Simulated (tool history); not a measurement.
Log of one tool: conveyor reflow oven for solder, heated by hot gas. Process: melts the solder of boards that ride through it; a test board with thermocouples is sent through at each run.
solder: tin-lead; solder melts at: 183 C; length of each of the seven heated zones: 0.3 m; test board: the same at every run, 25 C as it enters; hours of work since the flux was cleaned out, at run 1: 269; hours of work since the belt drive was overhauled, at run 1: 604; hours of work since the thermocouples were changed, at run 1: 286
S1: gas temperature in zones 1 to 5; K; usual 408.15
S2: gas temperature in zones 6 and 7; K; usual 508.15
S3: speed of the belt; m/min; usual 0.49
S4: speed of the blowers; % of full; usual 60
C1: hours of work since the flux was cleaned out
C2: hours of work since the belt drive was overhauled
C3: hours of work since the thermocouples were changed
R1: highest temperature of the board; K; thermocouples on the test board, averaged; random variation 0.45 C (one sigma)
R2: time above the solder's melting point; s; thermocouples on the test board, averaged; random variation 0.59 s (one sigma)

run  hour      S1      S2     S3  S4   C1   C2   C3      R1    R2
  1     0  408.15  508.15   0.49  60  269  604  286  487.15  51.1
  2  10.8  408.15  508.15  0.399  60  276  610  292  494.35  72.3
  3  24.2  408.15  508.15  0.399  66  284  618  300  495.35  71.4
  4  39.1  408.15  508.15  0.399  66  293  627  309  496.45  72.6
  5  50.3  408.15  508.15  0.399  66  299  634  316  495.85  72.3
  6  56.9  408.15  508.15  0.399  73  303  638  320  495.55  74.4

Run 7 comes next. What will it give?
  7  65.5  420.15  513.15  0.397  51  308  643  325   ?   ?

R1: 499.25 K
R2: 80.9 s
Without the tool's hidden state the same run would have given R1 500.25 K, R2 80.7 s.
